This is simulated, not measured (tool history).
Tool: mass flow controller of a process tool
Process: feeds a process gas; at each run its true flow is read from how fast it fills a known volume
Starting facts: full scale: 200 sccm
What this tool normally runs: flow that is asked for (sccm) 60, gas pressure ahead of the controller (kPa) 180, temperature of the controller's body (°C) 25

| run | hour | flow that is asked for (sccm) | gas pressure ahead of the controller (kPa) | temperature of the controller's body (°C) | true flow (%) |
|---|---|---|---|---|---|
| 1 | 0.0 | 60 | 180 | 25 | 99.34 |
| 2 | 303.6 | 60 | 180 | 25 | 99.07 |
| 3 | 570.5 | 60 | 180 | 25 | 98.90 |
| 4 | 759.0 | 60 | 180 | 25 | 98.90 |
| 5 | 1029.9 | 60 | 180 | 25 | 98.60 |
| 6 | 1232.5 | 60 | 180 | 25 | 98.59 |
| 7 | 1416.7 | 73 | 180 | 25 | 98.66 |
| 8 | 1724.6 | 25 | 180 | 25 | 97.02 |
| 9 | 2019.4 | 25 | 180 | 25 | 96.79 |
| 10 | 2284.2 | 60 | 169 | 25 | 98.03 |
| 11 | 2533.5 | 60 | 180 | 25 | 97.72 |
| 12 | 2708.8 | 60 | 180 | 25 | 97.69 |
| 13 | 2979.0 | 27 | 180 | 25 | 95.75 |
| 14 | 3201.7 | 60 | 180 | 34 | 97.19 |
| 15 | 3555.7 | 60 | 180 | 34 | 96.70 |
| 16 | 3908.0 | 60 | 180 | 34 | 96.63 |
| 17 | 4208.6 | 60 | 180 | 25 | 96.79 |
| 18 | 4482.4 | 64 | 180 | 25 | 96.71 |
| 19 | 4760.0 | 60 | 180 | 25 | 96.42 |
| 20 | 4980.3 | 60 | 180 | 25 | 96.50 |
| 21 | 5326.2 | 60 | 180 | 25 | 96.03 |
| 22 | 5633.1 | 60 | 180 | 25 | 95.95 |
| 23 | 5918.8 | 60 | 180 | 25 | 95.77 |
| 24 | 6115.6 | 69 | 156 | 25 | 96.24 |
| 25 | 6394.3 | 69 | 156 | 25 | 95.93 |
| 26 | 6654.6 | 73 | 207 | 25 | 95.88 |
|  | 6886.4 | controller's zero set anew |
| 27 | 6922.3 | 23 | 180 | 31 | 97.55 |
| 28 | 7150.3 | 23 | 240 | 37 | 96.82 |
| 29 | 7446.8 | 55 | 146 | 37 | 97.64 |
| 30 | 7638.4 | 60 | 238 | 25 | 97.41 |
| 31 | 7897.3 | 89 | 238 | 35 | 97.27 |
| 32 | 8110.9 | 148 | 179 | 25 | 98.32 |
| 33 | 8468.9 | 45 | 228 | 37 | 96.26 |
| 34 | 8743.9 | 45 | 140 | 37 | 96.61 |
| 35 | 8961.5 | 45 | 140 | 37 | 96.39 |
| 36 | 9269.5 | 86 | 200 | 30 | 97.05 |
| 37 | 9492.0 | 144 | 200 | 30 | 97.51 |
| 38 | 9659.4 | 107 | 170 | 38 | 96.96 |
| 39 | 9929.9 | 137 | 148 | 29 | 97.71 |
| 40 | 10258.1 | 94 | 180 | 25 | 97.02 |
| 41 | 10541.9 | 22 | 180 | 25 | 93.36 |
| 42 | 10742.2 | 141 | 250 | 20 | 97.32 |
| 43 | 10998.3 | 141 | 182 | 26 | 97.22 |
| 44 | 11336.9 | 60 | 169 | 22 | 95.95 |
| 45 | 11633.8 | 49 | 140 | 25 | 95.17 |
| 46 | 11922.6 | 60 | 206 | 26 | 95.22 |

Alternative continuations, all from the tool just after run 46; predict every row:
| A | 12123.0 | 55 | 179 | 25 | ? |
| B | 12123.0 | 61 | 180 | 25 | ? |
| C | 12123.0 | 97 | 213 | 33 | ? |
| D | 12123.0 | 157 | 206 | 33 | ? |

| run | true flow (%) |
|---|---|
| A | 94.90 |
| B | 95.21 |
| C | 95.84 |
| D | 96.75 |
The same runs, with their run-to-run variation unchanged, on a tool lacking any hidden condition would have given:
| run | true flow (%) |
|---|---|
| A | 99.13 |
| B | 99.22 |
| C | 99.05 |
| D | 99.45 |
